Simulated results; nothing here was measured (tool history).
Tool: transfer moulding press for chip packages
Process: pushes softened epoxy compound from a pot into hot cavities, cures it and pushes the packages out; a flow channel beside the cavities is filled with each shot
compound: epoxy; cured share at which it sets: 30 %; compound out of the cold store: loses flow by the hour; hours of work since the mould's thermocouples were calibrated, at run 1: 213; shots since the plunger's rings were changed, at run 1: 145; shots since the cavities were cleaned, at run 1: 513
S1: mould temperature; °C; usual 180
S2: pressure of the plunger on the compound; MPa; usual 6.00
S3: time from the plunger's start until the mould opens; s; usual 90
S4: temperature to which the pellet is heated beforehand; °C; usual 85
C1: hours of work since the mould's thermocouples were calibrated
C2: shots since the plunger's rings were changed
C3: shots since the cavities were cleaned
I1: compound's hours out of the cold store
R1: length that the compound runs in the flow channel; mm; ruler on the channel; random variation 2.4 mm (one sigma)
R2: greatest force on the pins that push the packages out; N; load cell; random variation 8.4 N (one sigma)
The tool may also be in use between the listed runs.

run    hour   S1    S2   S3  S4   C1    C2   C3    I1   R1    R2
  1     0.0  180  6.00   90  85  213   145  513  46.6  474   501
       27.9  -- cavities cleaned with cleaning compound and waxed
  2    87.2  180  6.00   90  85  257   992  586  21.8  509   555
      105.2  -- cavities cleaned with cleaning compound and waxed
  3   137.3  180  6.00   90  85  281  1472  318  32.5  487   477
      186.5  -- cavities cleaned with cleaning compound and waxed
  4   206.0  180  6.00   90  85  315  2135  192  39.2  474   425
      263.2  -- cavities cleaned with cleaning compound and waxed
  5   285.3  180  6.00   90  85  354  2905  218  25.4  488   443
      342.3  -- cavities cleaned with cleaning compound and waxed
  6   361.4  180  6.00   90  81  391  3641  188  18.9  495   447
      398.2  -- plunger's sealing rings changed
      425.5  -- cavities cleaned with cleaning compound and waxed
  7   428.6  180  6.89   90  85  423   286   30  41.7  515   379
  8   475.9  180  6.89   90  85  447   753  497  46.9  507   524
      502.9  -- cavities cleaned with cleaning compound and waxed
  9   520.6  180  5.94   90  85  469  1180  174  47.4  462   405
 10   571.3  180  6.37   90  85  494  1682  676  44.1  482   562
      580.5  -- cavities cleaned with cleaning compound and waxed
      657.7  -- cavities cleaned with cleaning compound and waxed
 11   659.9  180  6.37   90  85  537  2527   21  43.2  479   354
      733.7  -- cavities cleaned with cleaning compound and waxed
 12   733.7  180  7.25   90  85  574  3242    0  30.8  528   348
      806.6  -- plunger's sealing rings changed
 13   808.6  180  7.25   90  85  610    20  715  47.5  513   562
      816.8  -- cavities cleaned with cleaning compound and waxed
 14   889.8  180  6.92   90  85  650   807  721   9.4  560   555
      895.6  -- cavities cleaned with cleaning compound and waxed
      949.9  -- mould's thermocouples calibrated
 15   968.7  180  6.92   90  85    9  1552  702  10.1  559   529
      976.6  -- cavities cleaned with cleaning compound and waxed
 16  1024.3  180  4.95   90  92   37  2087  471  40.5  426   460
     1057.1  -- cavities cleaned with cleaning compound and waxed
     1085.5  -- mould's thermocouples calibrated, once more
 17  1106.6  180  6.00   90  90   11  2865  469  18.4  505   546
     1135.9  -- cavities cleaned with cleaning compound and waxed
 18  1154.9  175  6.70   71  79   34  3328  188  22.5  531  1093
     1215.8  -- cavities cleaned with cleaning compound and waxed
 19  1217.5  174  6.00   74  85   65  3932   18  36.4  476   843
     1227.6  -- plunger's sealing rings changed
 20  1278.5  174  6.88   74  85   94   503  595  35.8  531  1260
     1298.2  -- cavities cleaned with cleaning compound and waxed
 21  1319.5  180  5.87   99  82  114   894  211  15.4  515   393
     1376.7  -- cavities cleaned with cleaning compound and waxed
 22  1404.2  180  7.05   99  93  156  1716  271  37.6  516   380
     1456.8  -- cavities cleaned with cleaning compound and waxed
 23  1487.8  177  7.16   93  79  197  2527  306  44.5  513   530
 24  1525.0  176  6.92  106  79  216  2894  673  10.9  563   549
     1534.7  -- cavities cleaned with cleaning compound and waxed
 25  1584.3  177  4.63  107  89  245  3466  490  47.2  401   439

5 ways to go on from here, each from the tool as it stands after run 25. What would each give?
     1614.9  -- cavities cleaned with cleaning compound and waxed
  A  1632.8  177  5.40  108  83  269  3930  177  35.3   ?   ?
     1614.9  -- cavities cleaned with cleaning compound and waxed
  B  1632.8  179  4.56   90  77  269  3930  177  37.0   ?   ?
     1614.9  -- cavities cleaned with cleaning compound and waxed
  C  1632.8  176  6.33  107  89  269  3930  177  27.8   ?   ?
     1614.9  -- cavities cleaned with cleaning compound and waxed
  D  1632.8  186  6.06   79  89  269  3930  177   8.6   ?   ?
     1614.9  -- cavities cleaned with cleaning compound and waxed
  E  1632.8  180  6.00   90  93  269  3930  177   8.6   ?   ?

run   R1   R2
  A  452  348
  B  408  447
  C  505  400
  D  508  393
  E  511  422
Without the tool's hidden state the same runs would have given:
run   R1   R2
  A  471  296
  B  425  386
  C  526  343
  D  529  337
  E  533  363
